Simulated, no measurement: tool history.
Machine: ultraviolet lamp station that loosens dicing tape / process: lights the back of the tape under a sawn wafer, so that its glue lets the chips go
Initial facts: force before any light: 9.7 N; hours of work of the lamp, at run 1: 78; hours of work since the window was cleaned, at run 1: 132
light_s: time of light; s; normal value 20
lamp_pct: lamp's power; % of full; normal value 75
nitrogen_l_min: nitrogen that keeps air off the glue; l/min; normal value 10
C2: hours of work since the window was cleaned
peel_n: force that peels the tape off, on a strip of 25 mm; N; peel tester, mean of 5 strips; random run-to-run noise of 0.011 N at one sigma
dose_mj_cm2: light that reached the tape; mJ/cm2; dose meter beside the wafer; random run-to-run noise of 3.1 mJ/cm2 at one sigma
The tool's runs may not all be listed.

run 1 hour=0.0 | light_s=20 lamp_pct=75 nitrogen_l_min=10 | hours_of_work_of_the_lamp=78 C2=132 | peel_n=0.642 dose_mj_cm2=432
run 2 hour=68.6 | light_s=20 lamp_pct=75 nitrogen_l_min=10 | hours_of_work_of_the_lamp=130 C2=184 | peel_n=0.689 dose_mj_cm2=422
-- hour=117.3 window cleaned of glue's vapour
run 3 hour=150.1 | light_s=20 lamp_pct=75 nitrogen_l_min=10 | hours_of_work_of_the_lamp=191 C2=25 | peel_n=0.665 dose_mj_cm2=424
run 4 hour=233.2 | light_s=29 lamp_pct=75 nitrogen_l_min=10 | hours_of_work_of_the_lamp=253 C2=87 | peel_n=0.295 dose_mj_cm2=589
run 5 hour=284.5 | light_s=29 lamp_pct=75 nitrogen_l_min=10 | hours_of_work_of_the_lamp=292 C2=125 | peel_n=0.303 dose_mj_cm2=568
run 6 hour=353.1 | light_s=29 lamp_pct=75 nitrogen_l_min=10 | hours_of_work_of_the_lamp=343 C2=177 | peel_n=0.360 dose_mj_cm2=547
-- hour=410.0 window cleaned of glue's vapour
run 7 hour=442.8 | light_s=20 lamp_pct=75 nitrogen_l_min=10 | hours_of_work_of_the_lamp=410 C2=25 | peel_n=0.867 dose_mj_cm2=374
run 8 hour=518.4 | light_s=20 lamp_pct=75 nitrogen_l_min=7 | hours_of_work_of_the_lamp=467 C2=81 | peel_n=1.316 dose_mj_cm2=351
run 9 hour=604.1 | light_s=20 lamp_pct=75 nitrogen_l_min=8 | hours_of_work_of_the_lamp=531 C2=146 | peel_n=1.302 dose_mj_cm2=341
run 10 hour=685.1 | light_s=20 lamp_pct=99 nitrogen_l_min=10 | hours_of_work_of_the_lamp=592 C2=206 | peel_n=0.646 dose_mj_cm2=419
-- hour=702.1 window cleaned of glue's vapour
run 11 hour=786.9 | light_s=20 lamp_pct=99 nitrogen_l_min=10 | hours_of_work_of_the_lamp=668 C2=64 | peel_n=0.691 dose_mj_cm2=413
run 12 hour=889.0 | light_s=20 lamp_pct=99 nitrogen_l_min=10 | hours_of_work_of_the_lamp=744 C2=140 | peel_n=0.783 dose_mj_cm2=388
run 13 hour=940.7 | light_s=20 lamp_pct=99 nitrogen_l_min=10 | hours_of_work_of_the_lamp=783 C2=179 | peel_n=0.901 dose_mj_cm2=367
-- hour=996.0 window cleaned of glue's vapour
run 14 hour=1015.3 | light_s=14 lamp_pct=75 nitrogen_l_min=10 | hours_of_work_of_the_lamp=839 C2=14 | peel_n=2.621 dose_mj_cm2=196
run 15 hour=1060.2 | light_s=14 lamp_pct=75 nitrogen_l_min=10 | hours_of_work_of_the_lamp=873 C2=48 | peel_n=2.790 dose_mj_cm2=190
run 16 hour=1147.9 | light_s=12 lamp_pct=75 nitrogen_l_min=10 | hours_of_work_of_the_lamp=938 C2=114 | peel_n=3.615 dose_mj_cm2=154
run 17 hour=1201.7 | light_s=12 lamp_pct=75 nitrogen_l_min=10 | hours_of_work_of_the_lamp=979 C2=154 | peel_n=3.619 dose_mj_cm2=146
-- hour=1212.0 lamp changed
-- hour=1288.8 window cleaned of glue's vapour
run 18 hour=1303.7 | light_s=31 lamp_pct=75 nitrogen_l_min=10 | hours_of_work_of_the_lamp=68 C2=11 | peel_n=0.183 dose_mj_cm2=706
run 19 hour=1382.2 | light_s=31 lamp_pct=75 nitrogen_l_min=10 | hours_of_work_of_the_lamp=127 C2=70 | peel_n=0.203 dose_mj_cm2=684
run 20 hour=1474.7 | light_s=36 lamp_pct=75 nitrogen_l_min=10 | hours_of_work_of_the_lamp=197 C2=140 | peel_n=0.179 dose_mj_cm2=751
run 21 hour=1533.4 | light_s=27 lamp_pct=96 nitrogen_l_min=3 | hours_of_work_of_the_lamp=241 C2=184 | peel_n=0.630 dose_mj_cm2=699
-- hour=1578.8 window cleaned of glue's vapour
run 22 hour=1610.0 | light_s=20 lamp_pct=75 nitrogen_l_min=13 | hours_of_work_of_the_lamp=298 C2=23 | peel_n=0.573 dose_mj_cm2=407
run 23 hour=1689.5 | light_s=21 lamp_pct=77 nitrogen_l_min=5 | hours_of_work_of_the_lamp=358 C2=83 | peel_n=1.179 dose_mj_cm2=419
run 24 hour=1741.2 | light_s=33 lamp_pct=69 nitrogen_l_min=5 | hours_of_work_of_the_lamp=396 C2=122 | peel_n=0.613 dose_mj_cm2=573
run 25 hour=1837.9 | light_s=20 lamp_pct=87 nitrogen_l_min=6 | hours_of_work_of_the_lamp=469 C2=194 | peel_n=1.090 dose_mj_cm2=418
-- hour=1870.4 window cleaned of glue's vapour
run 26 hour=1904.1 | light_s=27 lamp_pct=92 nitrogen_l_min=5 | hours_of_work_of_the_lamp=518 C2=25 | peel_n=0.543 dose_mj_cm2=600
run 27 hour=1993.7 | light_s=27 lamp_pct=92 nitrogen_l_min=5 | hours_of_work_of_the_lamp=585 C2=92 | peel_n=0.636 dose_mj_cm2=566
run 28 hour=2056.4 | light_s=27 lamp_pct=92 nitrogen_l_min=5 | hours_of_work_of_the_lamp=633 C2=140 | peel_n=0.678 dose_mj_cm2=550
run 29 hour=2118.7 | light_s=27 lamp_pct=92 nitrogen_l_min=5 | hours_of_work_of_the_lamp=679 C2=186 | peel_n=0.775 dose_mj_cm2=525
-- hour=2163.2 window cleaned of glue's vapour
run 30 hour=2192.5 | light_s=27 lamp_pct=92 nitrogen_l_min=5 | hours_of_work_of_the_lamp=734 C2=22 | peel_n=0.759 dose_mj_cm2=522
run 31 hour=2264.8 | light_s=24 lamp_pct=64 nitrogen_l_min=7 | hours_of_work_of_the_lamp=789 C2=76 | peel_n=1.649 dose_mj_cm2=311

Here are 5 independent what-if runs from the current tool condition. What would each one return?
run A hour=2316.6 | light_s=20 lamp_pct=87 nitrogen_l_min=7 | hours_of_work_of_the_lamp=827 C2=115 | peel_n=? dose_mj_cm2=?
run B hour=2316.6 | light_s=38 lamp_pct=75 nitrogen_l_min=10 | hours_of_work_of_the_lamp=827 C2=115 | peel_n=? dose_mj_cm2=?
run C hour=2316.6 | light_s=17 lamp_pct=74 nitrogen_l_min=10 | hours_of_work_of_the_lamp=827 C2=115 | peel_n=? dose_mj_cm2=?
run D hour=2316.6 | light_s=27 lamp_pct=85 nitrogen_l_min=13 | hours_of_work_of_the_lamp=827 C2=115 | peel_n=? dose_mj_cm2=?
run E hour=2316.6 | light_s=24 lamp_pct=75 nitrogen_l_min=6 | hours_of_work_of_the_lamp=827 C2=115 | peel_n=? dose_mj_cm2=?

run=A peel_n=1.408 dose_mj_cm2=339
run=B peel_n=0.327 dose_mj_cm2=552
run=C peel_n=1.937 dose_mj_cm2=245
run=D peel_n=0.463 dose_mj_cm2=443
run=E peel_n=1.522 dose_mj_cm2=346
What these runs would have given with no unlogged condition in the tool:
run=A peel_n=0.478 dose_mj_cm2=555
run=B peel_n=0.130 dose_mj_cm2=904
run=C peel_n=0.748 dose_mj_cm2=402
run=D peel_n=0.158 dose_mj_cm2=728
run=E peel_n=0.527 dose_mj_cm2=568
